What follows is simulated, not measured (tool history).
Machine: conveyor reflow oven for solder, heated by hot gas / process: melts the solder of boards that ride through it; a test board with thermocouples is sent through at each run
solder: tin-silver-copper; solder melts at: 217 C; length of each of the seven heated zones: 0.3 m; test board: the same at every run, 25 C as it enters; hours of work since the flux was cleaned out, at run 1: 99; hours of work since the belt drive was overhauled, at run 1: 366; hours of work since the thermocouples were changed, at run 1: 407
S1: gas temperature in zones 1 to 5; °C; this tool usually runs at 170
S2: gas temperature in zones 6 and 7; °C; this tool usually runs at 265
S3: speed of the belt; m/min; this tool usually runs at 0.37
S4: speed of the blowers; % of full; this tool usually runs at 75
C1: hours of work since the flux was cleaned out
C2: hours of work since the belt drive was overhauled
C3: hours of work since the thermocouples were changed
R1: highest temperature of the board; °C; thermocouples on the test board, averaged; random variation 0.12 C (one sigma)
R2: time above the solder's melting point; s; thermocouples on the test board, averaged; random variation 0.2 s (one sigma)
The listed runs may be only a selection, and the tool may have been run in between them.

run	hour	S1	S2	S3	S4	C1	C2	C3	R1	R2
1	0	170	265	0.37	75	99	366	407	255.2	76
2	21.9	170	265	0.37	75	113	379	421	255.4	76.2
3	43.2	170	265	0.362	75	126	392	434	255.7	78.9
4	88.2	170	265	0.37	75	154	420	462	255.1	76.6
5	120.2	170	265	0.37	75	174	440	482	255.1	76.3
6	160.2	170	265	0.37	61	199	465	507	252.8	73.9
7	181.1	170	265	0.37	61	212	478	520	252.9	73.6
8	201.9	170	265	0.323	75	225	491	532	258	91.5
9	229.1	170	265	0.323	75	242	508	549	258.1	91.8
10	267.3	170	265	0.323	75	265	532	573	258.3	91.5
11	303.2	170	265	0.323	75	288	554	595	258.1	91.7
12	333.2	170	265	0.37	75	306	573	614	255.1	76.4
13	383	170	265	0.37	75	337	604	645	255	76.1
14	411.1	170	265	0.37	75	355	621	663	254.7	76.3
15	445.3	170	265	0.37	75	376	642	684	254.7	76.1
16	479	170	265	0.37	75	397	663	705	254.8	76.5
17	500.6	170	265	0.358	75	410	677	718	255.7	79.9
18	545.5	169	265	0.342	75	438	705	746	256.7	84.9
19	573	169	265	0.342	75	456	722	763	256.9	84.8
# hour 586.1: flux residue cleaned out of gas plates and filters
20	604.7	169	265	0.301	66	12	739	780	259.6	100.5
21	644.4	172	270	0.366	75	36	763	805	261.5	83.8
22	666.1	170	257	0.37	75	50	777	818	249.2	72.2
23	707.3	170	265	0.37	56	75	802	844	253.4	74.8
24	755	170	265	0.37	56	105	832	873	253.2	74.4
25	777.7	170	270	0.37	56	119	846	887	257.8	78.4
26	808.7	180	270	0.37	56	138	865	907	259.2	84.4
27	850.4	175	254	0.37	56	164	891	933	244.4	68.1
28	885	171	265	0.411	75	186	913	954	253.6	68.2
29	927.6	170	273	0.419	75	212	939	981	260	70.5
30	962.4	170	273	0.314	75	234	961	1002	267.7	103
31	1006.1	170	273	0.37	53	261	988	1029	260.3	79.9
32	1031.5	164	255	0.411	71	277	1004	1045	242.9	55

For each entry between runs, how does the tool's hidden state at the last listed run before it compare with that at the first listed run after it?
Runs 19 to 20: flux residue cleaned out of gas plates and filters (hour 586.1)
  heat that the gas passes to the board, % of a clean oven's: 90.8 -> 99.3; belt's true speed, % of the reading: 98.05 -> 98.01; true gas temperature in zones 6 and 7 over the reading, C: 1.76 -> 1.81
  measured minus no-state result, R1: +0.4 -> +2.1 °C; R2: +1.5 -> +3.7 s

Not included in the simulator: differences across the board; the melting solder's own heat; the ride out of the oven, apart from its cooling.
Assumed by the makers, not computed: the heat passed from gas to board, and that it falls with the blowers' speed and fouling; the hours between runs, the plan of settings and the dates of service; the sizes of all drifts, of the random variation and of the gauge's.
